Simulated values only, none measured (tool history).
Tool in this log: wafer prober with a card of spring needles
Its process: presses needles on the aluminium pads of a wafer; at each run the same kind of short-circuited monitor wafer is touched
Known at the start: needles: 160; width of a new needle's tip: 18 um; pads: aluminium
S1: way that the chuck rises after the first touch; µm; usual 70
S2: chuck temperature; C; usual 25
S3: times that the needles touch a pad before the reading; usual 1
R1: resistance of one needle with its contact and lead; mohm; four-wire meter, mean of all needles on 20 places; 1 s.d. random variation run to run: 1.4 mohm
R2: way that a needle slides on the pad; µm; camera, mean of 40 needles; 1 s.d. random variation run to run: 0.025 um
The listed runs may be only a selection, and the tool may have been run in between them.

run 1 day=0 | S1=70 S2=25 S3=1 | R1=206 R2=9.61
run 2 day=0.288 | S1=70 S2=25 S3=1 | R1=264 R2=9.59
run 3 day=0.508 | S1=70 S2=25 S3=1 | R1=285 R2=9.57
run 4 day=0.792 | S1=70 S2=25 S3=1 | R1=303 R2=9.58
-- day=1.162 tips cleaned on abrasive film
run 5 day=1.162 | S1=70 S2=25 S3=1 | R1=150 R2=9.6
run 6 day=1.412 | S1=70 S2=25 S3=2 | R1=190 R2=9.6
run 7 day=1.638 | S1=82 S2=25 S3=1 | R1=230 R2=11.24
run 8 day=1.804 | S1=70 S2=25 S3=1 | R1=284 R2=9.58
run 9 day=2.075 | S1=70 S2=25 S3=1 | R1=299 R2=9.56

Run 10 is up next; what results do you expect?
run 10 day=2.267 | S1=70 S2=25 S3=1 | R1=? R2=?

Run 10 measured R1 309 mohm, R2 9.58 µm.
On a tool with no hidden condition, and with the same random variation, this run would have come out at R1 131 mohm, R2 9.59 µm.
